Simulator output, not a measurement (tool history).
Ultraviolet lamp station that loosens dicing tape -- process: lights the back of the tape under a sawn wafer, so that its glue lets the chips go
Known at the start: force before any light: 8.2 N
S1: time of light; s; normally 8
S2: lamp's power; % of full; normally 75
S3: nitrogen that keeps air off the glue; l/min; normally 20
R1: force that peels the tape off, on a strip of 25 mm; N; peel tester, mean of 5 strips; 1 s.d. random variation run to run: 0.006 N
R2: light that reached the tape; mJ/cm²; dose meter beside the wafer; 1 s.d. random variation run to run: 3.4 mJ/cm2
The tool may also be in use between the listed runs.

| run | hour | S1 | S2 | S3 | R1 | R2 |
|---|---|---|---|---|---|---|
| 1 | 0 | 8 | 75 | 20 | 0.288 | 442 |
| 2 | 10.2 | 8 | 68 | 20 | 0.389 | 398 |
| 3 | 28.7 | 8 | 68 | 20 | 0.395 | 392 |
| 4 | 38 | 8 | 75 | 9 | 0.738 | 430 |
| 5 | 50.3 | 8 | 75 | 22 | 0.283 | 424 |
| 6 | 66.4 | 10 | 75 | 20 | 0.185 | 531 |
| 7 | 81.1 | 10 | 75 | 20 | 0.183 | 530 |
| 8 | 90.6 | 8 | 77 | 21 | 0.29 | 433 |
| 9 | 105.2 | 8 | 77 | 21 | 0.302 | 426 |
| 10 | 121.5 | 4 | 71 | 10 | 2.526 | 197 |
| 11 | 136.3 | 4 | 71 | 10 | 2.54 | 195 |
| 12 | 151.1 | 9 | 75 | 14 | 0.381 | 455 |

What if the next run were any one of these 3? Each begins from the tool's condition after run 12:
| A | 161.6 | 8 | 75 | 20 | ? | ? |
| B | 161.6 | 9 | 75 | 39 | ? | ? |
| C | 161.6 | 8 | 93 | 16 | ? | ? |

| run | R1 | R2 |
|---|---|---|
| A | 0.356 | 399 |
| B | 0.156 | 451 |
| C | 0.267 | 502 |
With the hidden condition removed and each run's random variation left untouched, the same runs would have given:
| run | R1 | R2 |
|---|---|---|
| A | 0.16 | 541 |
| B | 0.1 | 611 |
| C | 0.131 | 677 |
